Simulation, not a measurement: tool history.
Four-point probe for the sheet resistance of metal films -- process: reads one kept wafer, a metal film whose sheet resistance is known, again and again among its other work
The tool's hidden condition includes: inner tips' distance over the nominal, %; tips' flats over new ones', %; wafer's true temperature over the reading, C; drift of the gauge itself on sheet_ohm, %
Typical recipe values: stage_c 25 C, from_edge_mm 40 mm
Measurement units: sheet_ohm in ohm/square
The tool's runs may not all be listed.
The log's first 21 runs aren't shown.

run	day	stage_c	from_edge_mm	touches since the probe head was changed	hours of work since the stage's thermometer was calibrated	sheet_ohm
22	33.462	25	48	92828	132	0.363204
23	35.75	25	48	95502	171	0.363469
24	37.625	25	40	97689	202	0.36361
25	39.758	25	40	100183	238	0.36362
26	41.55	25	42	102278	267	0.363777
27	43.079	26	41	104065	293	0.363949
28	44.083	34	4	105237	310	0.383948
29	45.417	19	4	106795	332	0.381232
30	47.708	20	60	109470	370	0.36309
31	49.017	19	33	111002	392	0.363075
32	51.3	22	54	113669	430	0.363551
33	52.854	22	54	115485	456	0.363727
34	54.404	20	4	117294	482	0.381953
35	55.925	20	4	119070	508	0.381888
36	57.017	20	4	120349	526	0.382022
37	58.7	20	4	122317	554	0.382009
38	60.717	25	40	124672	588	0.364424
39	62.283	25	40	126500	614	0.364677

Forecast run 40:
40	64.154	23	8	128686	645	?

sheet_ohm: 0.368979 ohm/square
With no hidden state in the tool, this same run would have given sheet_ohm 0.366688 ohm/square.

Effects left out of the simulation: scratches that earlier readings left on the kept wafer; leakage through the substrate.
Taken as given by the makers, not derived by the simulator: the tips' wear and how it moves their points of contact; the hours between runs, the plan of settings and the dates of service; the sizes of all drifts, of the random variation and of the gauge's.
